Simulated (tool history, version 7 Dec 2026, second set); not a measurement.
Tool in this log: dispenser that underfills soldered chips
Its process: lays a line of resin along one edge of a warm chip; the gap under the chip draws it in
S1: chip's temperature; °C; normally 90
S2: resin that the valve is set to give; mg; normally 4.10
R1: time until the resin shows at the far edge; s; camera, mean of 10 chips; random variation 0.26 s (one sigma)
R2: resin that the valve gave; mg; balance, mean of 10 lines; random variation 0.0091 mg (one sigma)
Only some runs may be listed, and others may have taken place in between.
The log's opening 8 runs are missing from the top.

run   hour   S1    S2    R1     R2
      74.6  -- new syringe of resin
  9   76.6   90  3.64  11.3  3.592
 10   87.0   90  4.10  13.7  4.011
      90.7  -- new syringe of resin
 11   95.4   85  4.10  14.2  4.004
     107.1  -- new syringe of resin
 12  108.7   90  4.10  10.8  4.009
 13  118.2   90  4.10  13.8  3.995
     123.3  -- new syringe of resin
 14  126.6   90  5.25  11.1  5.110
 15  138.0   90  4.10  14.9  3.956
     140.4  -- new syringe of resin
 16  149.7   90  4.10  13.6  3.927
     157.3  -- new syringe of resin
 17  161.8   90  4.10  11.7  3.952
 18  173.0   88  3.88  16.8  3.702
     174.4  -- new syringe of resin
 19  181.2  104  4.87   7.8  4.634
     191.0  -- new syringe of resin
     192.0  -- dispensing valve cleaned and set on the balance
 20  192.9  104  4.67   7.0  4.678
 21  198.8  104  4.45   8.0  4.456
     208.4  -- new syringe of resin
 22  211.0  102  5.06   7.7  5.056
 23  220.3  100  4.82   9.8  4.792
     225.3  -- new syringe of resin
 24  226.7  100  4.82   7.4  4.782
 25  236.4   79  3.85  20.9  3.820
     241.4  -- new syringe of resin
 26  245.1   98  3.85   8.8  3.806
     257.6  -- new syringe of resin
 27  257.7   98  3.85   9.0  3.786
 28  266.2   89  3.92  13.8  3.831
     273.8  -- new syringe of resin
 29  279.8   89  3.92  12.9  3.827
 30  285.8   89  3.92  15.2  3.810
     290.7  -- new syringe of resin
 31  296.2   80  5.02  16.3  4.873

What if the next run were any one of these 4? Each begins from the tool's condition after run 31:
     307.1  -- new syringe of resin
  A  308.5  80  4.52   ?   ?
     307.1  -- new syringe of resin
  B  308.5  96  4.76   ?   ?
     307.1  -- new syringe of resin
  C  308.5  80  4.10   ?   ?
     307.1  -- new syringe of resin
  D  308.5  76  5.02   ?   ?

run    R1     R2
  A  15.7  4.366
  B   8.5  4.592
  C  16.3  3.963
  D  18.1  4.840
With no hidden state in the tool, these same runs would have given:
run    R1     R2
  A  14.7  4.518
  B   7.9  4.752
  C  15.1  4.101
  D  16.9  5.009

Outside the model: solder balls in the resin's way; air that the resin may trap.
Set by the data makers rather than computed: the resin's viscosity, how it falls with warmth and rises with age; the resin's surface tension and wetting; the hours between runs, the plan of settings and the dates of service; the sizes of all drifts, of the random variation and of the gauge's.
